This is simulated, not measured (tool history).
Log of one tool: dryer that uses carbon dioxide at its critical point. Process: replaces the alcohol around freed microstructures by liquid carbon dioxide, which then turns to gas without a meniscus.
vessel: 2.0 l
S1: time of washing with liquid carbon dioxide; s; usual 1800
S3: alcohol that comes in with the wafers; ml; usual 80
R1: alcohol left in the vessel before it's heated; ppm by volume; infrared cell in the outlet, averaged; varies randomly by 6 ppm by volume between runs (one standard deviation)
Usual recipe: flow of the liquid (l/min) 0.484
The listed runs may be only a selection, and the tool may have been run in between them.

{"run": 1, "hour": 0.0, "S1": 1800, "flow of the liquid (l/min)": 0.484, "S3": 80, "R1": 260}
{"run": 2, "hour": 5.0, "S1": 1560, "flow of the liquid (l/min)": 0.484, "S3": 80, "R1": 511}
{"run": 3, "hour": 12.2, "S1": 1560, "flow of the liquid (l/min)": 0.484, "S3": 80, "R1": 505}
{"run": 4, "hour": 17.6, "S1": 1800, "flow of the liquid (l/min)": 0.592, "S3": 80, "R1": 84}
{"run": 5, "hour": 28.1, "S1": 1800, "flow of the liquid (l/min)": 0.592, "S3": 75, "R1": 89}
{"run": 6, "hour": 33.2, "S1": 1680, "flow of the liquid (l/min)": 0.484, "S3": 80, "R1": 366}
{"run": 7, "hour": 40.7, "S1": 1680, "flow of the liquid (l/min)": 0.484, "S3": 80, "R1": 369}
{"run": 8, "hour": 47.5, "S1": 1680, "flow of the liquid (l/min)": 0.484, "S3": 80, "R1": 363}
{"run": 9, "hour": 53.2, "S1": 1800, "flow of the liquid (l/min)": 0.586, "S3": 71, "R1": 99}
{"run": 10, "hour": 63.8, "S1": 1800, "flow of the liquid (l/min)": 0.586, "S3": 71, "R1": 96}
{"run": 11, "hour": 74.7, "S1": 1800, "flow of the liquid (l/min)": 0.586, "S3": 71, "R1": 96}
{"run": 12, "hour": 86.0, "S1": 1800, "flow of the liquid (l/min)": 0.586, "S3": 71, "R1": 97}
{"run": 13, "hour": 94.8, "S1": 1800, "flow of the liquid (l/min)": 0.586, "S3": 71, "R1": 98}
{"run": 14, "hour": 101.1, "S1": 1080, "flow of the liquid (l/min)": 0.384, "S3": 38, "R1": 1726}
{"run": 15, "hour": 106.9, "S1": 1080, "flow of the liquid (l/min)": 0.384, "S3": 38, "R1": 1783}

Alternative continuations, all from the tool just after run 15; predict every row:
{"run": "A", "hour": 117.7, "S1": 1620, "flow of the liquid (l/min)": 0.459, "S3": 75, "R1": "?"}
{"run": "B", "hour": 117.7, "S1": 2220, "flow of the liquid (l/min)": 0.808, "S3": 47, "R1": "?"}
{"run": "C", "hour": 117.7, "S1": 1080, "flow of the liquid (l/min)": 0.705, "S3": 61, "R1": "?"}
{"run": "D", "hour": 117.7, "S1": 1800, "flow of the liquid (l/min)": 0.526, "S3": 80, "R1": "?"}
{"run": "E", "hour": 117.7, "S1": 1260, "flow of the liquid (l/min)": 0.384, "S3": 85, "R1": "?"}

run=A R1=525
run=B R1=18
run=C R1=410
run=D R1=196
run=E R1=2608
What these runs would have given with no unlogged condition in the tool:
run=A R1=424
run=B R1=4
run=C R1=329
run=D R1=145
run=E R1=2296
